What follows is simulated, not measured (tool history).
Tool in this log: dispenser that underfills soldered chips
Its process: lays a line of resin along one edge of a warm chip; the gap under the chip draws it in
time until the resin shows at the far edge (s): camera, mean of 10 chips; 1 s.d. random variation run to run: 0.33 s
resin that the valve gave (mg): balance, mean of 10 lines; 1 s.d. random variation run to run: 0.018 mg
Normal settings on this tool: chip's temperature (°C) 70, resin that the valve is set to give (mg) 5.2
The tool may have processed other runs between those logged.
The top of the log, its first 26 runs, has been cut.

| run | hour | chip's temperature (°C) | resin that the valve is set to give (mg) | time until the resin shows at the far edge (s) | resin that the valve gave (mg) |
|---|---|---|---|---|---|
|  | 210.6 | new syringe of resin |
| 27 | 214.7 | 71 | 4.78 | 14.2 | 4.61 |
| 28 | 220.5 | 64 | 4.42 | 26.9 | 4.24 |
|  | 227.6 | new syringe of resin |
| 29 | 231.4 | 71 | 5.2 | 13.6 | 4.97 |
| 30 | 238.8 | 79 | 5.18 | 12.5 | 4.96 |
|  | 244.3 | new syringe of resin |
| 31 | 245.4 | 65 | 5.61 | 16.3 | 5.35 |
| 32 | 250.4 | 65 | 5.61 | 19.7 | 5.37 |
| 33 | 254.9 | 69 | 4.93 | 20 | 4.7 |
|  | 261.7 | new syringe of resin |
|  | 266.7 | dispensing valve cleaned and set on the balance |
| 34 | 266.7 | 77 | 6.55 | 10 | 6.52 |
| 35 | 275.4 | 77 | 6.55 | 13.7 | 6.52 |

Alternative continuations, all from the tool just after run 35; predict every row:
|  | 279.7 | new syringe of resin |
| A | 285.3 | 80 | 5.3 | ? | ? |
|  | 279.7 | new syringe of resin |
| B | 285.3 | 62 | 5.93 | ? | ? |
|  | 279.7 | new syringe of resin |
| C | 285.3 | 65 | 5.2 | ? | ? |

| run | time until the resin shows at the far edge (s) | resin that the valve gave (mg) |
|---|---|---|
| A | 9.6 | 5.28 |
| B | 22.4 | 5.92 |
| C | 19.5 | 5.18 |
Take away the tool's hidden state, keep each run's random variation, and the runs would have read:
| run | time until the resin shows at the far edge (s) | resin that the valve gave (mg) |
|---|---|---|
| A | 8.5 | 5.31 |
| B | 20.1 | 5.96 |
| C | 17.4 | 5.21 |
